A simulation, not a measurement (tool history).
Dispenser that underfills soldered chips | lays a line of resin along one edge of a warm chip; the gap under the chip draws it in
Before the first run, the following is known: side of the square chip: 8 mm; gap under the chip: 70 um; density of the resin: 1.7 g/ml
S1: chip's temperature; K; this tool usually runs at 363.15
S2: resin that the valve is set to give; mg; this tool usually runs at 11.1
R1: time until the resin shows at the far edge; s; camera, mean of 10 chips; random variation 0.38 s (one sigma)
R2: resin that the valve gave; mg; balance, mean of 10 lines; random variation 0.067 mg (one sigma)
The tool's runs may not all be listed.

run 1 hour=0 | S1=363.15 S2=11.1 | R1=23.7 R2=10.24
run 2 hour=6.3 | S1=363.15 S2=13.9 | R1=27.9 R2=12.62
run 3 hour=11.2 | S1=363.15 S2=13.1 | R1=34.6 R2=11.95
-- hour=15.9 new syringe of resin
run 4 hour=17.2 | S1=363.15 S2=13.1 | R1=24.3 R2=11.83
-- hour=21.3 dispensing valve cleaned and set on the balance
run 5 hour=21.9 | S1=363.15 S2=13.1 | R1=27.9 R2=13.14
run 6 hour=26.8 | S1=363.15 S2=13.1 | R1=33.2 R2=13.03
run 7 hour=29.9 | S1=363.15 S2=11.1 | R1=36.9 R2=11.13
-- hour=32.8 new syringe of resin
run 8 hour=32.8 | S1=363.15 S2=14 | R1=22 R2=13.83
run 9 hour=36.2 | S1=363.15 S2=14 | R1=25.5 R2=13.88
run 10 hour=39.9 | S1=363.15 S2=14 | R1=29.6 R2=13.95
run 11 hour=42.5 | S1=363.15 S2=11.1 | R1=32.8 R2=10.89
run 12 hour=48.3 | S1=363.15 S2=13.3 | R1=39.5 R2=13.19
-- hour=49.1 new syringe of resin
run 13 hour=54.2 | S1=363.15 S2=10 | R1=29.2 R2=9.8
run 14 hour=59.1 | S1=370.15 S2=11.1 | R1=26.3 R2=10.97
-- hour=65.2 new syringe of resin
run 15 hour=65.5 | S1=370.15 S2=11.1 | R1=18.7 R2=10.78
run 16 hour=68.8 | S1=362.15 S2=12.3 | R1=26.7 R2=11.99
run 17 hour=71.9 | S1=362.15 S2=12.3 | R1=29.1 R2=11.97
run 18 hour=75.4 | S1=367.15 S2=10.5 | R1=28.8 R2=10.22
run 19 hour=78.4 | S1=367.15 S2=10.5 | R1=32.5 R2=10.25
-- hour=81.5 new syringe of resin
run 20 hour=82.6 | S1=363.15 S2=11.5 | R1=23.9 R2=11.08
run 21 hour=85.8 | S1=354.15 S2=13 | R1=36.8 R2=12.64
run 22 hour=89 | S1=349.15 S2=14.2 | R1=49.7 R2=13.62
run 23 hour=93.6 | S1=349.15 S2=14.2 | R1=58.2 R2=13.69
-- hour=97.7 new syringe of resin
run 24 hour=98.5 | S1=358.15 S2=11.4 | R1=28.5 R2=11.07
run 25 hour=103.2 | S1=353.15 S2=13.9 | R1=38.2 R2=13.32
run 26 hour=108.1 | S1=353.15 S2=13.9 | R1=46 R2=13.44
run 27 hour=111.8 | S1=353.15 S2=13.9 | R1=55 R2=13.19
-- hour=113.7 new syringe of resin
run 28 hour=117 | S1=353.15 S2=13.9 | R1=37.4 R2=13.34
run 29 hour=121.8 | S1=353.15 S2=13.9 | R1=43.4 R2=13.3

3 options for the next run, each taken on its own from the tool as it stands now. Forecast them:
run A hour=126.1 | S1=363.15 S2=12.4 | R1=? R2=?
run B hour=126.1 | S1=374.15 S2=11.4 | R1=? R2=?
run C hour=126.1 | S1=364.15 S2=11.8 | R1=? R2=?

run=A R1=35.3 R2=11.83
run=B R1=24.8 R2=10.83
run=C R1=34.6 R2=11.27
Without the tool's hidden state the same runs would have given:
run=A R1=21.9 R2=12.43
run=B R1=15.5 R2=11.38
run=C R1=21.6 R2=11.84
